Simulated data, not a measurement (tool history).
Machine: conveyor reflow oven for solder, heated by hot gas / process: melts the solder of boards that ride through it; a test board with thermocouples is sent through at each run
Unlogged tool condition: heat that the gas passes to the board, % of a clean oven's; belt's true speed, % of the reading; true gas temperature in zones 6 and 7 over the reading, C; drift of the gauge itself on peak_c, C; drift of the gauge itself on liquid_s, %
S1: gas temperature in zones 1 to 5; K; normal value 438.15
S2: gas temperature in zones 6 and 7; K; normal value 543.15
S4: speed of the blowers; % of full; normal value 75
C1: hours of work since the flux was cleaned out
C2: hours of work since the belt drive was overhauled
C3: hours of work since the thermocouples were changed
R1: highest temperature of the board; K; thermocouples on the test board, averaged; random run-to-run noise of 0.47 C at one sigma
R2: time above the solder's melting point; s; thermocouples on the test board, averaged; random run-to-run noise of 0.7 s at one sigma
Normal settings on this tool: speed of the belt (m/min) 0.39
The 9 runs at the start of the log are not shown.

-- hour=485.5 belt drive overhauled, speed set with a stopwatch
run 10 hour=532.4 | S1=438.15 S2=543.15 speed_of_the_belt_(m/min)=0.39 S4=75 | C1=239 C2=30 C3=253 | R1=525.85 R2=76.9
run 11 hour=579.7 | S1=438.15 S2=543.15 speed_of_the_belt_(m/min)=0.353 S4=75 | C1=269 C2=60 C3=283 | R1=528.25 R2=90
-- hour=636.2 belt drive overhauled, speed set with a stopwatch, once more
run 12 hour=644.1 | S1=438.15 S2=543.15 speed_of_the_belt_(m/min)=0.353 S4=75 | C1=307 C2=5 C3=321 | R1=527.25 R2=88.5
run 13 hour=704.7 | S1=438.15 S2=543.15 speed_of_the_belt_(m/min)=0.353 S4=75 | C1=346 C2=43 C3=360 | R1=527.65 R2=87.9
-- hour=769.8 flux residue cleaned out of gas plates and filters
run 14 hour=783 | S1=438.15 S2=543.15 speed_of_the_belt_(m/min)=0.353 S4=75 | C1=8 C2=90 C3=406 | R1=530.35 R2=93.6
run 15 hour=843.8 | S1=438.15 S2=543.15 speed_of_the_belt_(m/min)=0.353 S4=75 | C1=47 C2=129 C3=445 | R1=529.65 R2=91.4
run 16 hour=920.3 | S1=438.15 S2=543.15 speed_of_the_belt_(m/min)=0.353 S4=75 | C1=96 C2=177 C3=494 | R1=530.15 R2=91
run 17 hour=995.5 | S1=424.15 S2=536.15 speed_of_the_belt_(m/min)=0.39 S4=75 | C1=143 C2=225 C3=541 | R1=517.75 R2=63.1
run 18 hour=1062.2 | S1=438.15 S2=535.15 speed_of_the_belt_(m/min)=0.407 S4=75 | C1=186 C2=268 C3=584 | R1=516.55 R2=64.8
-- hour=1121.2 thermocouples of zones 6 and 7 changed
run 19 hour=1138.2 | S1=425.15 S2=553.15 speed_of_the_belt_(m/min)=0.345 S4=81 | C1=233 C2=315 C3=11 | R1=538.65 R2=96.5
run 20 hour=1209.8 | S1=445.15 S2=541.15 speed_of_the_belt_(m/min)=0.39 S4=85 | C1=278 C2=360 C3=56 | R1=527.35 R2=83.5
run 21 hour=1254.5 | S1=445.15 S2=541.15 speed_of_the_belt_(m/min)=0.39 S4=85 | C1=307 C2=389 C3=85 | R1=526.95 R2=82

For run 22, what comes out?
run 22 hour=1323.3 | S1=426.15 S2=539.15 speed_of_the_belt_(m/min)=0.39 S4=85 | C1=351 C2=432 C3=128 | R1=? R2=?

Run 22 produced R1 521.45 K, R2 70.4 s.
On a tool with no hidden condition, and with the same random variation, this run would have come out at R1 525.65 K, R2 75.7 s.
